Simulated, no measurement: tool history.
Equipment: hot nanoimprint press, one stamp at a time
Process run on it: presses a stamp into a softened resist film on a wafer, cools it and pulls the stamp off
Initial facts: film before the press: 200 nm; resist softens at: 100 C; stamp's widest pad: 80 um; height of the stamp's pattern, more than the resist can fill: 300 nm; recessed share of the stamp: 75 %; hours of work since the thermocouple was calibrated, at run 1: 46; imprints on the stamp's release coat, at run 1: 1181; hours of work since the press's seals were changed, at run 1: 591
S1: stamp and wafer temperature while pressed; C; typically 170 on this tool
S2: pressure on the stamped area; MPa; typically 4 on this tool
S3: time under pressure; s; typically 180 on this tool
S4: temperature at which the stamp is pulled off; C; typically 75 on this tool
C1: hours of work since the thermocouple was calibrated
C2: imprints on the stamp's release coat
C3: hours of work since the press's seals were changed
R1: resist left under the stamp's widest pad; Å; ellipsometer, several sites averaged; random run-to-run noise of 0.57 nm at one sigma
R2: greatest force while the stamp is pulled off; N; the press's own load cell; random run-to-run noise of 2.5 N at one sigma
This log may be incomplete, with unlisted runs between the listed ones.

run 1 hour=0 | S1=170 S2=4 S3=180 S4=75 | C1=46 C2=1181 C3=591 | R1=1107 R2=233
run 2 hour=30.5 | S1=170 S2=4 S3=180 S4=75 | C1=59 C2=1226 C3=605 | R1=1113 R2=234
run 3 hour=57.2 | S1=170 S2=4 S3=180 S4=75 | C1=71 C2=1267 C3=617 | R1=1113 R2=237
run 4 hour=91.4 | S1=170 S2=4 S3=180 S4=75 | C1=86 C2=1318 C3=632 | R1=1111 R2=232
run 5 hour=122.9 | S1=170 S2=4 S3=180 S4=75 | C1=100 C2=1365 C3=645 | R1=1116 R2=235
run 6 hour=178 | S1=170 S2=4 S3=180 S4=75 | C1=124 C2=1448 C3=669 | R1=1113 R2=230
run 7 hour=232.4 | S1=170 S2=4 S3=180 S4=75 | C1=148 C2=1530 C3=693 | R1=1111 R2=231
run 8 hour=295.2 | S1=170 S2=4 S3=180 S4=75 | C1=175 C2=1624 C3=721 | R1=1123 R2=234
-- hour=307.9 stamp cleaned and given a new release coat
run 9 hour=354.1 | S1=170 S2=4 S3=180 S4=75 | C1=199 C2=70 C3=744 | R1=1125 R2=233
run 10 hour=388.3 | S1=170 S2=4 S3=180 S4=75 | C1=214 C2=121 C3=759 | R1=1121 R2=233
run 11 hour=435.5 | S1=170 S2=4 S3=180 S4=75 | C1=234 C2=192 C3=780 | R1=1132 R2=234
run 12 hour=481.1 | S1=180 S2=4 S3=180 S4=75 | C1=254 C2=261 C3=800 | R1=770 R2=234
run 13 hour=525.9 | S1=173 S2=4 S3=180 S4=75 | C1=274 C2=328 C3=819 | R1=1014 R2=229
run 14 hour=568.2 | S1=173 S2=4 S3=180 S4=75 | C1=293 C2=392 C3=838 | R1=1001 R2=231
run 15 hour=612.7 | S1=173 S2=4 S3=180 S4=75 | C1=312 C2=459 C3=858 | R1=1007 R2=232
run 16 hour=643.4 | S1=173 S2=4 S3=180 S4=75 | C1=326 C2=505 C3=871 | R1=1018 R2=233
run 17 hour=687.5 | S1=173 S2=5.99 S3=189 S4=75 | C1=345 C2=571 C3=890 | R1=788 R2=232
run 18 hour=732.1 | S1=167 S2=4.57 S3=316 S4=75 | C1=364 C2=638 C3=910 | R1=1007 R2=233
run 19 hour=787.4 | S1=167 S2=4.16 S3=301 S4=75 | C1=389 C2=721 C3=934 | R1=1069 R2=230
run 20 hour=822.9 | S1=176 S2=4.9 S3=180 S4=75 | C1=404 C2=775 C3=950 | R1=812 R2=233
-- hour=828.3 gauge calibrated
run 21 hour=880.8 | S1=176 S2=4.9 S3=211 S4=75 | C1=430 C2=862 C3=975 | R1=747 R2=230
run 22 hour=937.9 | S1=176 S2=4.9 S3=211 S4=75 | C1=455 C2=948 C3=1000 | R1=750 R2=232
run 23 hour=998.1 | S1=170 S2=2.69 S3=221 S4=75 | C1=481 C2=1038 C3=1027 | R1=1268 R2=233
run 24 hour=1026.8 | S1=175 S2=6.38 S3=180 S4=75 | C1=494 C2=1081 C3=1039 | R1=709 R2=232
run 25 hour=1070.5 | S1=170 S2=4.3 S3=180 S4=75 | C1=513 C2=1147 C3=1058 | R1=1081 R2=233
run 26 hour=1101 | S1=170 S2=6.38 S3=228 S4=79 | C1=526 C2=1193 C3=1072 | R1=815 R2=218
run 27 hour=1130.7 | S1=177 S2=4 S3=222 S4=76 | C1=539 C2=1238 C3=1085 | R1=797 R2=230
run 28 hour=1164.5 | S1=162 S2=4 S3=180 S4=65 | C1=554 C2=1288 C3=1100 | R1=1487 R2=268
run 29 hour=1212.3 | S1=163 S2=4 S3=180 S4=71 | C1=575 C2=1360 C3=1121 | R1=1438 R2=243

What differs in the tool's unlogged condition from the final listed run ahead of each entry between runs to the first listed run following it?
After run 8, before run 9: stamp cleaned and given a new release coat (hour 307.9)
  grip of the stamp's worn release coat, % over a new coat's: 0.2 -> 0; drift of the gauge itself on residual_nm, %: 0.93 -> 1.1
  what was measured, less what the result would be without the hidden state, R1: +11 -> +13 Å
After run 20, before run 21: gauge calibrated (hour 828.3)
  drift of the gauge itself on residual_nm, %: 2.57 -> 0.17
  what was measured, less what the result would be without the hidden state, R1: +21 -> +3 Å

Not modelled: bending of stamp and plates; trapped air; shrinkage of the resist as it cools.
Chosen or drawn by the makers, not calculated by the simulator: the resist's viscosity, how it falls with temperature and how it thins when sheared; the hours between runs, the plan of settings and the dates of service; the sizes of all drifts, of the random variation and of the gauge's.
